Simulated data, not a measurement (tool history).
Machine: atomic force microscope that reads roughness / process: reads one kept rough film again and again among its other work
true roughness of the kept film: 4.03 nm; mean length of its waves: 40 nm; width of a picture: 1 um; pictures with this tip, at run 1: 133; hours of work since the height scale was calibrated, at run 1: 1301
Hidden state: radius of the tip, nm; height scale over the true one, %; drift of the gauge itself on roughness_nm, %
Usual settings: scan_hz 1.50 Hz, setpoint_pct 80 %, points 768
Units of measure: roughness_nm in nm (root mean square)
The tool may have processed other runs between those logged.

run    hour  scan_hz  setpoint_pct  points  pictures with this tip  hours of work since the height scale was calibrated  roughness_nm
  1     0.0     1.50            80     768                     133                                                 1301         2.876
       40.8  -- new tip fitted
  2    58.6     1.50            80     768                      36                                                 1345         3.156
  3   130.2     1.50            80     768                     179                                                 1399         2.722
      148.9  -- new tip fitted
  4   204.6     0.67            80     768                     112                                                 1454         3.007
      259.6  -- new tip fitted
  5   261.3     2.32            80     768                       4                                                 1496         3.193
  6   334.8     1.50            80     768                     151                                                 1552         2.784
      367.1  -- new tip fitted
  7   391.6     1.50            80     534                      49                                                 1594         3.092
  8   467.5     1.50            80     534                     201                                                 1651         2.633
      477.3  -- new tip fitted
      521.3  -- height scale calibrated on a step standard
  9   539.3     1.05            80     768                     122                                                   14         2.866
 10   577.1     0.83            87     768                     198                                                   42         2.620
      589.2  -- new tip fitted
 11   650.7     0.83            87     768                     123                                                   97         2.851
 12   684.8     0.83            87     768                     191                                                  123         2.663
      697.8  -- new tip fitted
      732.8  -- height scale calibrated on a step standard, once more
 13   763.5     0.83            87     768                     130                                                   23         2.967
      805.5  -- new tip fitted
 14   805.5     3.31            80     768                       0                                                   54         3.148
 15   879.7     3.31            80     768                     148                                                  110         2.645
      915.9  -- new tip fitted
 16   930.2     3.31            70     282                      29                                                  148         3.183
 17   965.0     3.00            80     373                      99                                                  174         2.824
 18  1015.1     3.79            80     768                     199                                                  212         2.446

Each row is a separate what-if for the run after 18, all from the same tool condition, not one after another. Results?
     1025.5  -- new tip fitted
  A  1083.0     0.65            80     795                     115                                                  262             ?
     1025.5  -- new tip fitted
  B  1083.0     1.50            80     647                     115                                                  262             ?
     1025.5  -- new tip fitted
  C  1083.0     1.10            57     768                     115                                                  262             ?
     1025.5  -- new tip fitted
  D  1083.0     1.47            55     768                     115                                                  262             ?

run  roughness_nm
  A         3.032
  B         2.945
  C         3.095
  D         3.107
Stripped of hidden state, with their random variation kept, the same runs would have yielded:
run  roughness_nm
  A         3.533
  B         3.430
  C         3.605
  D         3.620
